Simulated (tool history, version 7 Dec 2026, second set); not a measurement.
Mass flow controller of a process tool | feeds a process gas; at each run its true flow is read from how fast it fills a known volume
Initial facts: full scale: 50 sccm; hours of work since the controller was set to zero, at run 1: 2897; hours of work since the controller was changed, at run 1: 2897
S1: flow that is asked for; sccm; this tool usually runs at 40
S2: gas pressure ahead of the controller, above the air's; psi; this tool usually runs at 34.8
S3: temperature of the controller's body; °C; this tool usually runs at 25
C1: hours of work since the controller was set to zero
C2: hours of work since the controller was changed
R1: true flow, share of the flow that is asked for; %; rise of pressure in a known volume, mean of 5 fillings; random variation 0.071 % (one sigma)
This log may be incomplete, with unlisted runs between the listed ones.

run 1 hour=0.0 | S1=40 S2=34.8 S3=25 | C1=2897 C2=2897 | R1=98.47
run 2 hour=203.5 | S1=40 S2=34.8 S3=25 | C1=3018 C2=3018 | R1=98.54
run 3 hour=385.2 | S1=40 S2=34.8 S3=25 | C1=3125 C2=3125 | R1=98.55
run 4 hour=487.3 | S1=40 S2=34.8 S3=25 | C1=3185 C2=3185 | R1=98.44
run 5 hour=645.3 | S1=40 S2=34.8 S3=25 | C1=3279 C2=3279 | R1=98.38
run 6 hour=835.9 | S1=16 S2=34.8 S3=25 | C1=3391 C2=3391 | R1=97.17
run 7 hour=1028.3 | S1=16 S2=34.8 S3=25 | C1=3505 C2=3505 | R1=97.17
run 8 hour=1227.6 | S1=40 S2=34.8 S3=25 | C1=3623 C2=3623 | R1=98.34
run 9 hour=1438.5 | S1=40 S2=34.8 S3=25 | C1=3748 C2=3748 | R1=98.32
run 10 hour=1615.4 | S1=40 S2=34.8 S3=25 | C1=3852 C2=3852 | R1=98.20
run 11 hour=1711.9 | S1=40 S2=34.8 S3=25 | C1=3909 C2=3909 | R1=98.21
run 12 hour=1832.0 | S1=40 S2=34.8 S3=25 | C1=3980 C2=3980 | R1=98.22
run 13 hour=2013.3 | S1=40 S2=34.8 S3=25 | C1=4087 C2=4087 | R1=98.08
run 14 hour=2223.4 | S1=40 S2=23.8 S3=25 | C1=4212 C2=4212 | R1=98.49
run 15 hour=2308.9 | S1=40 S2=23.8 S3=25 | C1=4262 C2=4262 | R1=98.50
run 16 hour=2458.2 | S1=40 S2=34.8 S3=25 | C1=4350 C2=4350 | R1=98.11
run 17 hour=2590.9 | S1=8 S2=34.8 S3=25 | C1=4429 C2=4429 | R1=95.34
run 18 hour=2677.0 | S1=40 S2=30.5 S3=25 | C1=4480 C2=4480 | R1=98.28
run 19 hour=2802.0 | S1=40 S2=30.5 S3=25 | C1=4554 C2=4554 | R1=98.09
run 20 hour=2943.7 | S1=40 S2=34.8 S3=25 | C1=4637 C2=4637 | R1=98.00
run 21 hour=3070.9 | S1=40 S2=34.8 S3=25 | C1=4712 C2=4712 | R1=98.00
run 22 hour=3240.2 | S1=40 S2=34.8 S3=25 | C1=4813 C2=4813 | R1=97.95
run 23 hour=3375.7 | S1=40 S2=34.8 S3=34 | C1=4893 C2=4893 | R1=97.84
run 24 hour=3477.4 | S1=40 S2=34.8 S3=34 | C1=4953 C2=4953 | R1=97.72
run 25 hour=3602.0 | S1=40 S2=20.7 S3=34 | C1=5026 C2=5026 | R1=98.23
run 26 hour=3694.7 | S1=44 S2=33.1 S3=28 | C1=5081 C2=5081 | R1=97.94
run 27 hour=3827.4 | S1=18 S2=23.4 S3=22 | C1=5160 C2=5160 | R1=97.16
run 28 hour=3984.5 | S1=40 S2=25.8 S3=28 | C1=5252 C2=5252 | R1=98.00
run 29 hour=4092.2 | S1=40 S2=25.8 S3=28 | C1=5316 C2=5316 | R1=97.97
run 30 hour=4211.5 | S1=17 S2=34.8 S3=25 | C1=5387 C2=5387 | R1=96.34
run 31 hour=4321.6 | S1=17 S2=34.8 S3=25 | C1=5452 C2=5452 | R1=96.39
run 32 hour=4462.3 | S1=17 S2=32.6 S3=29 | C1=5535 C2=5535 | R1=96.31
run 33 hour=4577.2 | S1=17 S2=40.0 S3=25 | C1=5603 C2=5603 | R1=96.17
run 34 hour=4684.5 | S1=17 S2=40.0 S3=25 | C1=5666 C2=5666 | R1=96.19
run 35 hour=4797.2 | S1=11 S2=34.8 S3=25 | C1=5733 C2=5733 | R1=95.33
run 36 hour=4940.8 | S1=13 S2=31.9 S3=23 | C1=5818 C2=5818 | R1=95.84
run 37 hour=5066.9 | S1=6 S2=25.7 S3=39 | C1=5892 C2=5892 | R1=93.14
run 38 hour=5171.2 | S1=45 S2=29.0 S3=29 | C1=5954 C2=5954 | R1=97.85
run 39 hour=5310.4 | S1=45 S2=29.0 S3=29 | C1=6036 C2=6036 | R1=97.82
run 40 hour=5515.8 | S1=40 S2=36.4 S3=23 | C1=6158 C2=6158 | R1=97.56
run 41 hour=5727.2 | S1=40 S2=36.4 S3=23 | C1=6283 C2=6283 | R1=97.45
run 42 hour=5889.0 | S1=13 S2=22.8 S3=31 | C1=6378 C2=6378 | R1=95.62
run 43 hour=6085.1 | S1=13 S2=22.8 S3=31 | C1=6494 C2=6494 | R1=95.57
run 44 hour=6238.2 | S1=13 S2=22.8 S3=31 | C1=6585 C2=6585 | R1=95.52
run 45 hour=6370.9 | S1=36 S2=22.8 S3=21 | C1=6663 C2=6663 | R1=97.68
run 46 hour=6539.3 | S1=40 S2=34.8 S3=21 | C1=6763 C2=6763 | R1=97.45
run 47 hour=6699.0 | S1=40 S2=34.8 S3=21 | C1=6857 C2=6857 | R1=97.40

The same runs without the tool's hidden state, with the same run-to-run variation:
The hidden state here: flow at rest that the sensor doesn't see, % of full scale; true flow over the shown one, %; drift of the gauge itself on true_pct, %.
run=1 R1=99.49
run=2 R1=99.60
run=3 R1=99.64
run=4 R1=99.55
run=5 R1=99.52
run=6 R1=98.93
run=7 R1=98.99
run=8 R1=99.58
run=9 R1=99.61
run=10 R1=99.52
run=11 R1=99.55
run=12 R1=99.57
run=13 R1=99.47
run=14 R1=99.92
run=15 R1=99.94
run=16 R1=99.58
run=17 R1=98.81
run=18 R1=99.79
run=19 R1=99.63
run=20 R1=99.56
run=21 R1=99.59
run=22 R1=99.57
run=23 R1=99.49
run=24 R1=99.38
run=25 R1=99.92
run=26 R1=99.59
run=27 R1=99.58
run=28 R1=99.76
run=29 R1=99.75
run=30 R1=98.93
run=31 R1=99.01
run=32 R1=98.98
run=33 R1=98.87
run=34 R1=98.92
run=35 R1=98.89
run=36 R1=99.10
run=37 R1=98.74
run=38 R1=99.75
run=39 R1=99.75
run=40 R1=99.61
run=41 R1=99.53
run=42 R1=99.16
run=43 R1=99.16
run=44 R1=99.16
run=45 R1=99.96
run=46 R1=99.67
run=47 R1=99.65
